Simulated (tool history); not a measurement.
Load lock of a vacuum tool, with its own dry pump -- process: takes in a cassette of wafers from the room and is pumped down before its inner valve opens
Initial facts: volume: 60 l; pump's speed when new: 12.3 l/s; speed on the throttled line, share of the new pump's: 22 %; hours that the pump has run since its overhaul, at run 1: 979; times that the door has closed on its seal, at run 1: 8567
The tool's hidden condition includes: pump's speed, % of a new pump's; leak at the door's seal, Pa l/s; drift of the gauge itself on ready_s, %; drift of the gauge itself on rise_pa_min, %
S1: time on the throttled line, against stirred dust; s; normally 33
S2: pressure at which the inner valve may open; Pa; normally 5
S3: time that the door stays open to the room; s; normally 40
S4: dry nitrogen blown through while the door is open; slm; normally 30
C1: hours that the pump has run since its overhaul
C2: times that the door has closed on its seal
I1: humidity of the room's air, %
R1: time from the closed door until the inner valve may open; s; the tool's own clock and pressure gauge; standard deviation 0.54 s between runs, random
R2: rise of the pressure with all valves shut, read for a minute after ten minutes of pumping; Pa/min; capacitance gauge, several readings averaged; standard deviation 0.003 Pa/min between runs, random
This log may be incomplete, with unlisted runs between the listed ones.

{"run": 1, "hour": 0.0, "S1": 33, "S2": 5, "S3": 40, "S4": 30, "C1": 979, "C2": 8567, "I1": 43, "R1": 74.8, "R2": 0.055}
{"run": 2, "hour": 95.0, "S1": 33, "S2": 5, "S3": 40, "S4": 30, "C1": 1074, "C2": 8733, "I1": 44, "R1": 75.1, "R2": 0.06}
{"run": 3, "hour": 187.5, "S1": 33, "S2": 5, "S3": 40, "S4": 30, "C1": 1167, "C2": 8895, "I1": 46, "R1": 74.7, "R2": 0.058}
{"run": 4, "hour": 331.7, "S1": 33, "S2": 5, "S3": 40, "S4": 30, "C1": 1311, "C2": 9147, "I1": 47.7, "R1": 75.5, "R2": 0.061}
{"run": 5, "hour": 434.7, "S1": 26, "S2": 5, "S3": 40, "S4": 30, "C1": 1414, "C2": 9327, "I1": 43.8, "R1": 69.3, "R2": 0.063}
{"run": 6, "hour": 516.1, "S1": 26, "S2": 5, "S3": 40, "S4": 30, "C1": 1496, "C2": 9469, "I1": 42.9, "R1": 69.8, "R2": 0.06}
{"run": 7, "hour": 657.4, "S1": 26, "S2": 5, "S3": 40, "S4": 30, "C1": 1637, "C2": 9716, "I1": 42.7, "R1": 69.2, "R2": 0.062}
{"run": 8, "hour": 797.6, "S1": 26, "S2": 5, "S3": 40, "S4": 30, "C1": 1777, "C2": 9961, "I1": 44.6, "R1": 68.9, "R2": 0.066}
{"run": 9, "hour": 889.1, "S1": 58, "S2": 5, "S3": 56, "S4": 11, "C1": 1869, "C2": 10121, "I1": 43.2, "R1": 95.2, "R2": 0.08}
{"run": 10, "hour": 1013.8, "S1": 33, "S2": 5, "S3": 40, "S4": 6, "C1": 1993, "C2": 10339, "I1": 47.4, "R1": 75.2, "R2": 0.078}
{"run": 11, "hour": 1127.6, "S1": 33, "S2": 5, "S3": 40, "S4": 6, "C1": 2107, "C2": 10538, "I1": 46.5, "R1": 75, "R2": 0.086}
{"run": 12, "hour": 1227.0, "S1": 33, "S2": 5, "S3": 40, "S4": 6, "C1": 2206, "C2": 10712, "I1": 48.4, "R1": 76.3, "R2": 0.085}
{"run": 13, "hour": 1307.6, "S1": 33, "S2": 5, "S3": 162, "S4": 30, "C1": 2287, "C2": 10852, "I1": 45, "R1": 76.1, "R2": 0.086}
{"run": 14, "hour": 1400.0, "S1": 26, "S2": 6, "S3": 214, "S4": 30, "C1": 2379, "C2": 11014, "I1": 42.7, "R1": 70, "R2": 0.083}
{"run": 15, "hour": 1481.2, "S1": 23, "S2": 5, "S3": 26, "S4": 30, "C1": 2461, "C2": 11156, "I1": 47.1, "R1": 68.5, "R2": 0.074}

4 options for the next run, each taken on its own from the tool as it stands now. Forecast them:
{"run": "A", "hour": 1571.2, "S1": 33, "S2": 5, "S3": 120, "S4": 30, "C1": 2551, "C2": 11313, "I1": 46.6, "R1": "?", "R2": "?"}
{"run": "B", "hour": 1571.2, "S1": 21, "S2": 8, "S3": 40, "S4": 6, "C1": 2551, "C2": 11313, "I1": 41.9, "R1": "?", "R2": "?"}
{"run": "C", "hour": 1571.2, "S1": 17, "S2": 5, "S3": 40, "S4": 19, "C1": 2551, "C2": 11313, "I1": 49.1, "R1": "?", "R2": "?"}
{"run": "D", "hour": 1571.2, "S1": 23, "S2": 5, "S3": 36, "S4": 25, "C1": 2551, "C2": 11313, "I1": 45.1, "R1": "?", "R2": "?"}

run=A R1=75.6 R2=0.082
run=B R1=64.2 R2=0.085
run=C R1=63.2 R2=0.082
run=D R1=68.7 R2=0.082
The same runs, with their run-to-run variation unchanged, on a tool lacking any hidden condition would have given:
run=A R1=74.3 R2=0.026
run=B R1=62.9 R2=0.03
run=C R1=61.7 R2=0.027
run=D R1=67.4 R2=0.027
